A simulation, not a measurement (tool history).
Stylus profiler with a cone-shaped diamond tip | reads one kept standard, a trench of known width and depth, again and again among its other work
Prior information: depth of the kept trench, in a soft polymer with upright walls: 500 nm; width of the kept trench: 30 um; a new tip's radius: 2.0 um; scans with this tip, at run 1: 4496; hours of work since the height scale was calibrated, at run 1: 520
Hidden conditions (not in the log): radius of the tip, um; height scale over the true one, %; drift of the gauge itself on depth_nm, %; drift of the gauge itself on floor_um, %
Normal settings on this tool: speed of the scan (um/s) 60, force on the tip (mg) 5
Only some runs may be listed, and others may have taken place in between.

| run | hour | speed of the scan (um/s) | force on the tip (mg) | scans with this tip | hours of work since the height scale was calibrated | depth of the trench (Å) | width of the trench's floor (um) |
|---|---|---|---|---|---|---|---|
| 1 | 0 | 60 | 5 | 4496 | 520 | 5099.3 | 26.83 |
| 2 | 17.9 | 49 | 5 | 4574 | 529 | 5096.8 | 26.87 |
| 3 | 37 | 49 | 5 | 4658 | 538 | 5097.2 | 26.89 |
| 4 | 60.2 | 49 | 5 | 4759 | 550 | 5098.7 | 26.89 |
| 5 | 81.1 | 49 | 5 | 4850 | 561 | 5095.5 | 26.86 |
| 6 | 104.3 | 60 | 5 | 4951 | 572 | 5094.6 | 26.83 |
| 7 | 132.3 | 60 | 5 | 5073 | 586 | 5096.5 | 26.87 |
| 8 | 168.7 | 60 | 5 | 5232 | 605 | 5096.6 | 26.82 |
| 9 | 194 | 60 | 5 | 5342 | 618 | 5099.7 | 26.8 |
| 10 | 216.9 | 60 | 8.24 | 5443 | 629 | 5132 | 26.84 |
| 11 | 246.6 | 60 | 8.24 | 5572 | 644 | 5130.6 | 26.83 |
| 12 | 279.3 | 60 | 5 | 5715 | 661 | 5096.5 | 26.73 |
| 13 | 306.4 | 60 | 5 | 5833 | 674 | 5099.2 | 26.77 |
| 14 | 323 | 60 | 5 | 5906 | 683 | 5099.4 | 26.76 |
| 15 | 350.2 | 60 | 5 | 6024 | 696 | 5099 | 26.74 |
| 16 | 370.9 | 202 | 5 | 6115 | 707 | 5100.1 | 26.39 |
| 17 | 390 | 202 | 5 | 6198 | 716 | 5099.4 | 26.33 |
| 18 | 409.7 | 202 | 5 | 6284 | 726 | 5097.5 | 26.33 |
| 19 | 431.8 | 202 | 5 | 6380 | 737 | 5099.7 | 26.37 |
| 20 | 452 | 46 | 5 | 6469 | 748 | 5101.8 | 26.79 |
| 21 | 466.7 | 97 | 5.28 | 6533 | 755 | 5103.5 | 26.65 |
| 22 | 487.8 | 72 | 3.65 | 6625 | 766 | 5085.2 | 26.67 |
| 23 | 518.4 | 41 | 14.84 | 6758 | 781 | 5194.9 | 26.85 |
| 24 | 553.3 | 226 | 7.67 | 6911 | 799 | 5131.4 | 26.37 |
| 25 | 589.3 | 117 | 9.56 | 7068 | 817 | 5149.2 | 26.68 |
| 26 | 621.3 | 117 | 9.56 | 7207 | 833 | 5147.3 | 26.65 |
| 27 | 648 | 102 | 5 | 7324 | 847 | 5102.4 | 26.54 |

4 options for the next run, each taken on its own from the tool as it stands now. Forecast them:
| A | 662.7 | 168 | 5 | 7388 | 854 | ? | ? |
| B | 662.7 | 47 | 5 | 7388 | 854 | ? | ? |
| C | 662.7 | 51 | 1.9 | 7388 | 854 | ? | ? |
| D | 662.7 | 62 | 2.82 | 7388 | 854 | ? | ? |

| run | depth of the trench (Å) | width of the trench's floor (um) |
|---|---|---|
| A | 5102.5 | 26.38 |
| B | 5102.7 | 26.76 |
| C | 5059.1 | 26.63 |
| D | 5074.8 | 26.62 |
With no hidden state in the tool, these same runs would have given:
| run | depth of the trench (Å) | width of the trench's floor (um) |
|---|---|---|
| A | 5086.6 | 26.88 |
| B | 5086.8 | 27.25 |
| C | 5043.4 | 27.12 |
| D | 5059.1 | 27.11 |
